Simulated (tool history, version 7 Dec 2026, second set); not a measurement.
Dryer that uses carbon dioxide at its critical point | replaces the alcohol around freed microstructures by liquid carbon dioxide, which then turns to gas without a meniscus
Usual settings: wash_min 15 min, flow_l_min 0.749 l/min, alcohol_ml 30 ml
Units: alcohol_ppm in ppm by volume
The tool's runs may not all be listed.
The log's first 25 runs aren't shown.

run	day	wash_min	flow_l_min	alcohol_ml	hours of work since the filter was changed	hours of work since the purifier's bed was changed	alcohol_ppm
26	9.471	15	0.749	81	79	221	485
27	9.679	12	0.749	28	81	223	416
28	10.067	24	0.681	30	85	227	71
29	10.525	24	0.681	111	89	231	130
30	10.992	15	0.785	26	93	235	171
31	11.479	15	0.785	26	98	240	178
32	11.829	10	0.913	115	101	243	1529
33	12.242	10	0.913	115	105	247	1602
34	12.696	9	1.263	76	109	251	491
35	13.188	9	1.263	23	114	256	190
36	13.488	9	1.263	23	117	259	184
37	13.754	9	1.263	23	119	261	190
38	14.142	9	0.907	93	123	265	1945
39	14.467	12	0.738	30	126	268	518
40	14.908	12	0.738	30	130	272	512
41	15.188	12	0.738	30	132	274	512
42	15.5	23	1.172	104	135	277	55
43	15.767	23	1.172	104	138	280	57
44	16.192	15	1.134	28	142	284	78
45	16.638	17	0.827	30	146	288	119

3 ways to go on from here, each from the tool as it stands after run 45. What would each give?
A	16.888	20	1.073	37	148	290	?
B	16.888	18	1.028	98	148	290	?
C	16.888	12	1.033	117	148	290	?

run	alcohol_ppm
A	64
B	89
C	520
Without the tool's hidden state the same runs would have given:
run	alcohol_ppm
A	4
B	17
C	336
